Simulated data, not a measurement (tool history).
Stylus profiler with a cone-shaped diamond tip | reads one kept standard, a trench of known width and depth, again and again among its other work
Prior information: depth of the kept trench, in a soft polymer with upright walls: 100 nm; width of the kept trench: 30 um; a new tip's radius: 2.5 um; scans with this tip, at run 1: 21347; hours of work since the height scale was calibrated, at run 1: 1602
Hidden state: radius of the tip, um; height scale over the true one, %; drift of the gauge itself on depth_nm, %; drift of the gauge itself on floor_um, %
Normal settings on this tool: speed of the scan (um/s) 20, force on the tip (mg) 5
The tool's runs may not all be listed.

| run | hour | speed of the scan (um/s) | force on the tip (mg) | scans with this tip | hours of work since the height scale was calibrated | depth of the trench (Å) | width of the trench's floor (nm) |
|---|---|---|---|---|---|---|---|
| 1 | 0 | 20 | 5 | 21347 | 1602 | 1017.4 | 28070 |
| 2 | 19.6 | 20 | 5 | 21466 | 1611 | 1017 | 28100 |
| 3 | 38.2 | 20 | 3.14 | 21579 | 1620 | 1012.5 | 28030 |
| 4 | 69 | 20 | 3.47 | 21766 | 1634 | 1014.1 | 28050 |
| 5 | 93.9 | 20 | 3.47 | 21918 | 1645 | 1015.3 | 28050 |
| 6 | 112.4 | 20 | 3.47 | 22030 | 1654 | 1013.8 | 28050 |
| 7 | 139.6 | 20 | 5 | 22195 | 1666 | 1017.4 | 28050 |
| 8 | 163.8 | 20 | 5 | 22342 | 1677 | 1016.4 | 28070 |
|  | 178.7 | new tip fitted, height scale calibrated |
| 9 | 185.2 | 20 | 5 | 40 | 3 | 1012.3 | 28560 |
| 10 | 198.8 | 20 | 3.1 | 122 | 9 | 1008.5 | 28520 |
| 11 | 224.9 | 20 | 5 | 281 | 21 | 1012.1 | 28480 |
| 12 | 245.8 | 20 | 7.35 | 408 | 31 | 1015.7 | 28540 |
| 13 | 258.8 | 20 | 5 | 487 | 36 | 1012.7 | 28490 |
| 14 | 273.1 | 20 | 5 | 573 | 43 | 1013.6 | 28480 |
| 15 | 301.2 | 20 | 5 | 744 | 56 | 1012.4 | 28490 |
| 16 | 332.2 | 20 | 5 | 932 | 70 | 1011.5 | 28470 |
| 17 | 356.9 | 20 | 12.18 | 1083 | 81 | 1023.2 | 28520 |
| 18 | 375.9 | 69 | 5 | 1198 | 90 | 1012.6 | 28320 |
| 19 | 390 | 69 | 5 | 1284 | 96 | 1013.3 | 28280 |
| 20 | 408.7 | 20 | 5 | 1397 | 105 | 1011.2 | 28460 |
| 21 | 435.4 | 14 | 5 | 1559 | 117 | 1012.9 | 28540 |
| 22 | 462.2 | 14 | 5 | 1722 | 129 | 1013.1 | 28450 |
| 23 | 493.1 | 14 | 5 | 1909 | 143 | 1012.9 | 28490 |
| 24 | 520.6 | 14 | 5 | 2076 | 156 | 1012.2 | 28480 |
| 25 | 550.9 | 13 | 5 | 2261 | 170 | 1013.5 | 28470 |
| 26 | 580.4 | 9 | 14.05 | 2439 | 183 | 1025.9 | 28550 |
| 27 | 602.7 | 20 | 6.8 | 2575 | 193 | 1015.5 | 28490 |
| 28 | 628.5 | 20 | 6.8 | 2732 | 205 | 1015.8 | 28430 |
| 29 | 653.5 | 20 | 6.8 | 2884 | 216 | 1014.8 | 28500 |
| 30 | 666.9 | 31 | 2.72 | 2965 | 223 | 1008.4 | 28440 |
| 31 | 689.9 | 31 | 2.72 | 3105 | 233 | 1008.5 | 28370 |
| 32 | 707.8 | 31 | 2.72 | 3213 | 241 | 1008.7 | 28340 |
| 33 | 732.6 | 15 | 3.83 | 3364 | 252 | 1011.6 | 28450 |
| 34 | 752.5 | 15 | 3.83 | 3485 | 262 | 1011.5 | 28420 |
| 35 | 774.1 | 20 | 7.93 | 3616 | 271 | 1018.1 | 28490 |
| 36 | 799.7 | 20 | 7.93 | 3771 | 283 | 1017.5 | 28430 |
| 37 | 826.6 | 20 | 7.93 | 3935 | 295 | 1016.9 | 28460 |
| 38 | 844.8 | 6 | 5 | 4045 | 304 | 1013.2 | 28430 |
| 39 | 869.2 | 6 | 3.87 | 4193 | 315 | 1012.1 | 28440 |
| 40 | 897.8 | 9 | 1.97 | 4367 | 328 | 1008.7 | 28400 |
| 41 | 927.1 | 9 | 1.97 | 4545 | 341 | 1007.7 | 28400 |
| 42 | 942.7 | 24 | 8.85 | 4639 | 348 | 1019.5 | 28420 |
| 43 | 973.7 | 24 | 8.85 | 4828 | 362 | 1019.8 | 28350 |

Predict each of these 4 candidate next runs independently; none follows another, all start after run 43:
| A | 1002.5 | 75 | 5.28 | 5003 | 376 | ? | ? |
| B | 1002.5 | 66 | 3.33 | 5003 | 376 | ? | ? |
| C | 1002.5 | 58 | 13.64 | 5003 | 376 | ? | ? |
| D | 1002.5 | 12 | 8.85 | 5003 | 376 | ? | ? |

| run | depth of the trench (Å) | width of the trench's floor (nm) |
|---|---|---|
| A | 1013.3 | 28190 |
| B | 1010.5 | 28180 |
| C | 1026 | 28370 |
| D | 1018.9 | 28410 |
Had the tool no hidden state, the same runs would have come out as:
| run | depth of the trench (Å) | width of the trench's floor (nm) |
|---|---|---|
| A | 1012.8 | 28340 |
| B | 1010 | 28330 |
| C | 1025.5 | 28510 |
| D | 1018.4 | 28550 |

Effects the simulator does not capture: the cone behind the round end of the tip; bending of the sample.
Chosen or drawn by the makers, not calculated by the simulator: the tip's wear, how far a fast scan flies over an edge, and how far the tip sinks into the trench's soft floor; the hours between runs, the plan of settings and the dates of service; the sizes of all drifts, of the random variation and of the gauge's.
